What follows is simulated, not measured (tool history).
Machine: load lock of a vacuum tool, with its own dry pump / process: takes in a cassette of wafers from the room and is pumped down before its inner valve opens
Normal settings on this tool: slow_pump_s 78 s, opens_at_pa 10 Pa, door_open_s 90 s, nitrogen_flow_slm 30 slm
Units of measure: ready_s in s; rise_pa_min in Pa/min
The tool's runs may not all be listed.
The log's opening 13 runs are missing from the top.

| run | hour | slow_pump_s | opens_at_pa | door_open_s | nitrogen_flow_slm | incoming humidity of the room's air, % | ready_s | rise_pa_min |
|---|---|---|---|---|---|---|---|---|
| 14 | 2033 | 78 | 10 | 90 | 30 | 43.9 | 111.8 | 0.14 |
| 15 | 2229.1 | 78 | 10 | 188 | 30 | 42.8 | 112.2 | 0.171 |
| 16 | 2394.4 | 78 | 10 | 188 | 30 | 44.7 | 112 | 0.18 |
| 17 | 2488.5 | 78 | 10 | 55 | 30 | 42.9 | 111.3 | 0.149 |
| 18 | 2591.3 | 78 | 10 | 90 | 30 | 41.6 | 111.4 | 0.158 |
| 19 | 2672.2 | 78 | 10 | 90 | 4 | 43.6 | 111.6 | 0.209 |
| 20 | 2848.9 | 78 | 10 | 90 | 4 | 44.8 | 112 | 0.214 |
| 21 | 2987.6 | 78 | 10 | 90 | 4 | 48.4 | 111.9 | 0.216 |
| 22 | 3107.6 | 78 | 18 | 72 | 4 | 46.3 | 108.7 | 0.21 |
| 23 | 3300.6 | 78 | 10 | 90 | 6 | 46.8 | 111.8 | 0.223 |
| 24 | 3398.6 | 40 | 10 | 90 | 30 | 43.4 | 79.6 | 0.196 |
| 25 | 3581.7 | 58 | 13 | 88 | 23 | 44.6 | 93.6 | 0.195 |
| 26 | 3735.6 | 58 | 13 | 88 | 23 | 45.4 | 93.9 | 0.216 |
| 27 | 3911.3 | 78 | 9 | 90 | 30 | 43.4 | 113.1 | 0.216 |
| 28 | 4095.3 | 119 | 7 | 183 | 14 | 42 | 149 | 0.263 |
| 29 | 4243.5 | 78 | 10 | 117 | 7 | 46.9 | 112.7 | 0.27 |
| 30 | 4373.1 | 49 | 12 | 90 | 38 | 43 | 87.1 | 0.226 |
| 31 | 4462.3 | 49 | 12 | 90 | 38 | 47.9 | 87.1 | 0.232 |
| 32 | 4647.3 | 78 | 10 | 41 | 30 | 42.1 | 112.3 | 0.232 |
| 33 | 4756.5 | 40 | 11 | 41 | 30 | 47 | 79.3 | 0.235 |
| 34 | 4869.4 | 56 | 11 | 74 | 9 | 44.9 | 93.9 | 0.27 |
| 35 | 4981.1 | 78 | 8 | 90 | 30 | 45.7 | 114 | 0.255 |
| 36 | 5083.6 | 121 | 10 | 78 | 26 | 47.9 | 149 | 0.268 |
| 37 | 5228.2 | 59 | 11 | 39 | 5 | 43.8 | 96 | 0.279 |

4 options for the next run, each taken on its own from the tool as it stands now. Forecast them:
| A | 5399.1 | 78 | 10 | 90 | 17 | 44.6 | ? | ? |
| B | 5399.1 | 136 | 10 | 90 | 30 | 46.3 | ? | ? |
| C | 5399.1 | 59 | 11 | 37 | 23 | 47 | ? | ? |
| D | 5399.1 | 59 | 11 | 155 | 5 | 46.4 | ? | ? |

| run | ready_s | rise_pa_min |
|---|---|---|
| A | 112.5 | 0.283 |
| B | 162.8 | 0.281 |
| C | 96.1 | 0.264 |
| D | 95.9 | 0.339 |
Without the tool's hidden state the same runs would have given:
| run | ready_s | rise_pa_min |
|---|---|---|
| A | 109.4 | 0.04 |
| B | 160.5 | 0.036 |
| C | 92.8 | 0.022 |
| D | 92.6 | 0.093 |

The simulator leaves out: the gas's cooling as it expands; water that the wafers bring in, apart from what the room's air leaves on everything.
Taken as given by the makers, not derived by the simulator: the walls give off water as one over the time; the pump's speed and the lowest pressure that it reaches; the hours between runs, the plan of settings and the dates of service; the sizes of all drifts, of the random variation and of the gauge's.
